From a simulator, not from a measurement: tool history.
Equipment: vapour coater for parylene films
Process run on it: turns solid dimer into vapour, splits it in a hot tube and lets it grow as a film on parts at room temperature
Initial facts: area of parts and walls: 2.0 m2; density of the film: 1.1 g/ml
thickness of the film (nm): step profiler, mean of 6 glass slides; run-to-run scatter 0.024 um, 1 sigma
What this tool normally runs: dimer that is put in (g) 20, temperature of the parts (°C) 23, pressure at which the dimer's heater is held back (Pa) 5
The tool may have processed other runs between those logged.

run   hour  dimer that is put in (g)  temperature of the parts (°C)  pressure at which the dimer's heater is held back (Pa)  thickness of the film (nm)
  1      0                        20                             23                                                       5                        4140
  2   14.2                        20                             23                                                    8.38                        3690
  3   24.6                        20                             23                                                    8.38                        3670
  4   38.2                        20                             19                                                       5                        4920
  5   49.2                        20                             19                                                       5                        4930
  6   62.6                        20                             19                                                       5                        4860
  7   77.5                        20                             19                                                       5                        4900
  8   94.1                        20                             19                                                       5                        4860
  9  111.1                        35                             23                                                       5                        7120
 10  123.5                        20                             23                                                       5                        4080
 11  135.3                        17                             23                                                       5                        3460
 12  147.4                        17                             23                                                       5                        3460
 13  155.6                        17                             23                                                       5                        3430
 14  171.2                        20                             23                                                       5                        4060
 15  186.6                        20                             23                                                       5                        4050
 16  196.7                        20                             23                                                       5                        3980
 17  209.7                        16                             23                                                       5                        3200
 18  219.1                        20                             23                                                    2.27                        4690
 19  227.3                        20                             23                                                       5                        3960
 20  236.4                        20                             23                                                       5                        4030
 21  247.1                        20                             21                                                       5                        4340
 22  262.7                        20                             21                                                       5                        4350
 23  278.1                        20                             21                                                       5                        4360
 24  291.4                        20                             32                                                       5                        2630
 25    299                        20                             32                                                       5                        2630
 26    311                        19                             24                                                    4.55                        3690
 27  326.3                        20                             28                                                    7.81                        2890
 28  335.5                        29                             23                                                    5.64                        5550
 29  347.1                        29                             23                                                    5.64                        5560
 30    356                        29                             23                                                    5.65                        5510
 31  366.2                        11                             29                                                    7.91                        1500
 32  379.7                        27                             32                                                    8.71                        3180
 33  395.7                        23                             29                                                       5                        3430
 34  408.1                        23                             21                                                   11.39                        4160
 35  424.4                        23                             21                                                   11.39                        4170
 36  433.6                        11                             22                                                    3.92                        2340
 37  446.2                        11                             22                                                    3.92                        2350
 38  455.1                        17                             22                                                    2.72                        3900
 39  468.9                        30                             19                                                    2.72                        8710
 40  479.7                        18                             25                                                    5.44                        3420
 41  494.4                        18                             25                                                    5.44                        3460
 42  503.8                        18                             25                                                    5.44                        3430
 43  519.9                        18                             25                                                    5.44                        3430
 44    534                        23                             27                                                       5                        4050
 45  546.9                        12                             16                                                    9.97                        3010
 46  556.9                        16                             20                                                       5                        3880
 47  571.6                        23                             20                                                       5                        5550

Withheld: 1 entry from between the runs. Position of each, and hidden state at the listed run before versus the listed run after:
Between runs 38 and 39: trap's valve overhauled (hour 465.6)
  vapour lost through the trap's worn valve, %: 9.2 -> 0; true temperature of the parts over the reading, C: 0.31 -> 0.32
  measured value less the no-hidden-state value, thickness of the film (nm): -460 -> -130
